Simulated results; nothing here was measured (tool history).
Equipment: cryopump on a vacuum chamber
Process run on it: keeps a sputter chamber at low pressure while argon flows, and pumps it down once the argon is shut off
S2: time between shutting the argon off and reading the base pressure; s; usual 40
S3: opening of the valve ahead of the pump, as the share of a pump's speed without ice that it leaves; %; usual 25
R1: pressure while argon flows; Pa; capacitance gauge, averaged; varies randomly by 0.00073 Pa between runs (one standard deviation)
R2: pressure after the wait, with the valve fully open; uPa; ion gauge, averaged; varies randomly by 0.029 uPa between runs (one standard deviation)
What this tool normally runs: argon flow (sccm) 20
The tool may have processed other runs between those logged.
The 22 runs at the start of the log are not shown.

run 23 hour=459.8 | argon_flow_(sccm)=13 S2=22 S3=55 | R1=0.0405 R2=4.12
run 24 hour=483.3 | argon_flow_(sccm)=13 S2=22 S3=55 | R1=0.0407 R2=4.09
run 25 hour=515 | argon_flow_(sccm)=13 S2=22 S3=55 | R1=0.0418 R2=4.26
run 26 hour=544.3 | argon_flow_(sccm)=13 S2=45 S3=55 | R1=0.0415 R2=3.23
run 27 hour=571.2 | argon_flow_(sccm)=10 S2=40 S3=16 | R1=0.1053 R2=3.38
run 28 hour=597.2 | argon_flow_(sccm)=10 S2=40 S3=16 | R1=0.1061 R2=3.43
run 29 hour=619.6 | argon_flow_(sccm)=20 S2=254 S3=25 | R1=0.1365 R2=2.64
run 30 hour=650.4 | argon_flow_(sccm)=20 S2=254 S3=25 | R1=0.1377 R2=2.63
run 31 hour=669.6 | argon_flow_(sccm)=20 S2=27 S3=25 | R1=0.1389 R2=4.12

Forecast each of these 4 alternatives for the next run:
run A hour=695.7 | argon_flow_(sccm)=10 S2=53 S3=25 | R1=? R2=?
run B hour=695.7 | argon_flow_(sccm)=18 S2=40 S3=25 | R1=? R2=?
run C hour=695.7 | argon_flow_(sccm)=20 S2=27 S3=40 | R1=? R2=?
run D hour=695.7 | argon_flow_(sccm)=9 S2=40 S3=25 | R1=? R2=?

run=A R1=0.0691 R2=3.45
run=B R1=0.1236 R2=3.66
run=C R1=0.0872 R2=4.22
run=D R1=0.0619 R2=3.56
With no hidden state in the tool, these same runs would have given:
run=A R1=0.0671 R2=1.13
run=B R1=0.12 R2=1.38
run=C R1=0.0832 R2=1.91
run=D R1=0.0601 R2=1.33
